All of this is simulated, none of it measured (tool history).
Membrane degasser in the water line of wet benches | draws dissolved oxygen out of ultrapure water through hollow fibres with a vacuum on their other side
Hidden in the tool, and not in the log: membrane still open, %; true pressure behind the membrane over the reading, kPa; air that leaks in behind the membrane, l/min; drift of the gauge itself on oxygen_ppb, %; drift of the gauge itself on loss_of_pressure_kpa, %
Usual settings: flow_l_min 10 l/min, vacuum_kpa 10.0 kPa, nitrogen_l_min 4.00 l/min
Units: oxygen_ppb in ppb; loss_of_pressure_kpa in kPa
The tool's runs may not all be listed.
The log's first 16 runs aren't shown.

run,hour,flow_l_min,vacuum_kpa,nitrogen_l_min,hours since the membrane was changed,hours since the vacuum gauge was calibrated,hours since the vacuum lines were made tight,oxygen_ppb,loss_of_pressure_kpa
17,2040.7,10,10.0,6.01,2758,4085,8658,41.9,27.59
18,2187.2,14,10.0,11.26,2904,4231,8805,83.9,38.75
19,2355.6,9,18.7,2.09,3072,4400,8973,178.1,24.78
20,2440.0,9,18.7,2.09,3157,4484,9058,176.3,25.16
21,2575.2,10,8.6,2.79,3292,4619,9193,63.8,27.53
22,2673.8,8,10.0,3.45,3391,4718,9291,45.9,22.32
23,2768.9,10,18.8,2.00,3486,4813,9386,213.1,27.78
24,2899.6,10,18.8,7.23,3616,4944,9517,68.0,27.91
25,3079.1,10,18.8,7.23,3796,5123,9697,69.5,27.62
26,3210.4,14,16.9,4.32,3927,5254,9828,178.1,38.60
27,3374.3,15,14.7,4.32,4091,5418,9992,185.3,41.77
28,3558.9,10,13.1,4.00,4276,5603,10176,79.3,28.01
29,3729.4,8,13.5,6.85,4446,5773,10347,36.1,22.57
30,3906.2,8,10.3,2.86,4623,5950,10524,57.2,22.32
31,4064.4,8,10.3,2.86,4781,6108,10682,58.4,22.48
32,4219.3,8,10.3,2.86,4936,6263,10837,58.2,22.21

4 ways to go on from here, each from the tool as it stands after run 32. What would each give?
A,4410.9,7,10.0,1.72,5128,6455,11028,?,?
B,4410.9,7,13.4,2.86,5128,6455,11028,?,?
C,4410.9,14,10.0,4.00,5128,6455,11028,?,?
D,4410.9,8,16.7,4.39,5128,6455,11028,?,?

run,oxygen_ppb,loss_of_pressure_kpa
A,77.1,19.69
B,69.5,19.64
C,129.9,38.94
D,69.9,22.32
Without the tool's hidden state the same runs would have given:
run,oxygen_ppb,loss_of_pressure_kpa
A,67.8,19.11
B,61.9,19.06
C,115.5,37.79
D,63.0,21.65
